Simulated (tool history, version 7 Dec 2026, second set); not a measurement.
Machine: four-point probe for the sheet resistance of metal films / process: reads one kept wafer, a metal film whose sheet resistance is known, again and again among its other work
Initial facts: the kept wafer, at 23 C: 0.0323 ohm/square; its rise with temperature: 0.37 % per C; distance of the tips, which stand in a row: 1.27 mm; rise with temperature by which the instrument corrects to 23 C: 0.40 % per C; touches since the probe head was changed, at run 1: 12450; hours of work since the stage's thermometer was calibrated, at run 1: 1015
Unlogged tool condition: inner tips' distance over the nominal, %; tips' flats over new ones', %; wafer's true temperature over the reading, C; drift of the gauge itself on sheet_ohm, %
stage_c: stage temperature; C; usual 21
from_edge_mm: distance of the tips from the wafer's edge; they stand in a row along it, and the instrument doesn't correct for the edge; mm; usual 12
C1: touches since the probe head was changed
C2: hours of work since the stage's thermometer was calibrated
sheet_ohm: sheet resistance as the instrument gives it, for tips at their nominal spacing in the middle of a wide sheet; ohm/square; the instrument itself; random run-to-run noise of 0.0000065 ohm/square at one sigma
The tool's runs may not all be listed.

Run 1, day 0: usual settings; C1 12450; C2 1015. Result: sheet_ohm 0.032556 ohm/square.
Run 2, day 1.75: usual settings; C1 13035; C2 1036. Result: sheet_ohm 0.032558 ohm/square.
Run 3, day 3.375: usual settings but from_edge_mm 39 mm; C1 13578; C2 1055. Result: sheet_ohm 0.032382 ohm/square.
Run 4, day 4.471: usual settings but from_edge_mm 39 mm; C1 13943; C2 1068. Result: sheet_ohm 0.032376 ohm/square.
Run 5, day 5.546: usual settings; C1 14302; C2 1081. Result: sheet_ohm 0.03256 ohm/square.
Run 6, day 6.775: usual settings but stage_c 32 C; C1 14712; C2 1096. Result: sheet_ohm 0.032464 ohm/square.
Run 7, day 7.971: usual settings but from_edge_mm 7 mm; C1 15112; C2 1110. Result: sheet_ohm 0.032923 ohm/square.
Run 8, day 9.096: usual settings but from_edge_mm 11 mm; C1 15487; C2 1123. Result: sheet_ohm 0.032598 ohm/square.
Run 9, day 11.092: usual settings but from_edge_mm 11 mm; C1 16153; C2 1147. Result: sheet_ohm 0.032605 ohm/square.
Run 10, day 12.208: usual settings but from_edge_mm 11 mm; C1 16526; C2 1160. Result: sheet_ohm 0.032598 ohm/square.
Run 11, day 14.188: usual settings but from_edge_mm 11 mm; C1 17187; C2 1184. Result: sheet_ohm 0.032595 ohm/square.
Run 12, day 15.25: usual settings but from_edge_mm 11 mm; C1 17542; C2 1197. Result: sheet_ohm 0.032606 ohm/square.
Run 13, day 16.333: usual settings but from_edge_mm 11 mm; C1 17904; C2 1209. Result: sheet_ohm 0.032596 ohm/square.
Run 14, day 18.279: usual settings but from_edge_mm 11 mm; C1 18553; C2 1233. Result: sheet_ohm 0.0326 ohm/square.
Run 15, day 19.425: usual settings but stage_c 33 C; C1 18935; C2 1246. Result: sheet_ohm 0.032453 ohm/square.
Run 16, day 20.804: usual settings but stage_c 25 C; C1 19397; C2 1263. Result: sheet_ohm 0.032527 ohm/square.
Run 17, day 22.812: usual settings but stage_c 25 C; C1 20066; C2 1287. Result: sheet_ohm 0.032545 ohm/square.
Run 18, day 23.733: usual settings but stage_c 25 C; C1 20374; C2 1298. Result: sheet_ohm 0.032528 ohm/square.
Run 19, day 25.829: usual settings but stage_c 30 C; C1 21074; C2 1323. Result: sheet_ohm 0.032478 ohm/square.
Run 20, day 27.504: usual settings; C1 21634; C2 1343. Result: sheet_ohm 0.032561 ohm/square.
Run 21, day 29.604: usual settings but from_edge_mm 24 mm; C1 22334; C2 1367. Result: sheet_ohm 0.03242 ohm/square.
Run 22, day 30.633: usual settings but stage_c 27 C, from_edge_mm 13 mm; C1 22677; C2 1380. Result: sheet_ohm 0.032484 ohm/square.
Run 23, day 31.958: usual settings but stage_c 24 C, from_edge_mm 13 mm; C1 23120; C2 1396. Result: sheet_ohm 0.03252 ohm/square.
Run 24, day 33.588: usual settings but stage_c 24 C, from_edge_mm 13 mm; C1 23663; C2 1415. Result: sheet_ohm 0.03252 ohm/square.
Run 25, day 34.654: usual settings but stage_c 24 C, from_edge_mm 13 mm; C1 24020; C2 1428. Result: sheet_ohm 0.032514 ohm/square.
Run 26, day 35.742: usual settings but stage_c 24 C, from_edge_mm 13 mm; C1 24383; C2 1441. Result: sheet_ohm 0.032512 ohm/square.
Run 27, day 37.429: usual settings but stage_c 20 C, from_edge_mm 17 mm; C1 24946; C2 1461. Result: sheet_ohm 0.032483 ohm/square.
Run 28, day 38.475: usual settings but stage_c 20 C, from_edge_mm 17 mm; C1 25296; C2 1473. Result: sheet_ohm 0.032486 ohm/square.
Run 29, day 39.808: usual settings but stage_c 18 C, from_edge_mm 19 mm; C1 25741; C2 1489. Result: sheet_ohm 0.032491 ohm/square.
Run 30, day 40.738: usual settings but stage_c 31 C, from_edge_mm 4 mm; C1 26051; C2 1500. Result: sheet_ohm 0.03394 ohm/square.
Run 31, day 42.392: usual settings but stage_c 32 C, from_edge_mm 4 mm; C1 26603; C2 1520. Result: sheet_ohm 0.03394 ohm/square.
Run 32, day 44.462: usual settings but stage_c 32 C, from_edge_mm 4 mm; C1 27294; C2 1544. Result: sheet_ohm 0.033943 ohm/square.
Run 33, day 45.304: usual settings but stage_c 26 C, from_edge_mm 71 mm; C1 27576; C2 1555. Result: sheet_ohm 0.032345 ohm/square.
Run 34, day 46.533: usual settings but stage_c 25 C, from_edge_mm 23 mm; C1 27986; C2 1569. Result: sheet_ohm 0.032407 ohm/square.
Run 35, day 48.271: usual settings but stage_c 25 C, from_edge_mm 23 mm; C1 28566; C2 1590. Result: sheet_ohm 0.032422 ohm/square.
Run 36, day 49.192: usual settings but stage_c 26 C, from_edge_mm 7 mm; C1 28874; C2 1601. Result: sheet_ohm 0.032901 ohm/square.
Run 37, day 50.929: usual settings but stage_c 26 C, from_edge_mm 7 mm; C1 29454; C2 1622. Result: sheet_ohm 0.032909 ohm/square.
Run 38, day 52.888: usual settings but stage_c 25 C, from_edge_mm 13 mm; C1 30107; C2 1645. Result: sheet_ohm 0.032512 ohm/square.
Run 39, day 54.258: usual settings but stage_c 23 C, from_edge_mm 13 mm; C1 30565; C2 1661. Result: sheet_ohm 0.032536 ohm/square.
Run 40, day 55.858: usual settings but stage_c 23 C, from_edge_mm 13 mm; C1 31099; C2 1680. Result: sheet_ohm 0.032544 ohm/square.
Run 41, day 57.562: usual settings but stage_c 20 C, from_edge_mm 28 mm; C1 31669; C2 1701. Result: sheet_ohm 0.032427 ohm/square.
Run 42, day 59.488: usual settings but stage_c 26 C, from_edge_mm 63 mm; C1 32311; C2 1723. Result: sheet_ohm 0.032355 ohm/square.

Predict each of these 4 candidate next runs independently; none follows another, all start after run 42:
Run A, day 60.871: usual settings but stage_c 26 C, from_edge_mm 31 mm; C1 32773; C2 1740. Result: sheet_ohm ?.
Run B, day 60.871: usual settings but from_edge_mm 63 mm; C1 32773; C2 1740. Result: sheet_ohm ?.
Run C, day 60.871: usual settings but stage_c 31 C, from_edge_mm 20 mm; C1 32773; C2 1740. Result: sheet_ohm ?.
Run D, day 60.871: usual settings but from_edge_mm 63 mm; C1 32773; C2 1740. Result: sheet_ohm ?.

run  sheet_ohm
  A    0.03238
  B   0.032396
  C   0.032369
  D   0.032394
Without the tool's hidden state the same runs would have given:
run  sheet_ohm
  A   0.032307
  B   0.032323
  C   0.032295
  D   0.032322
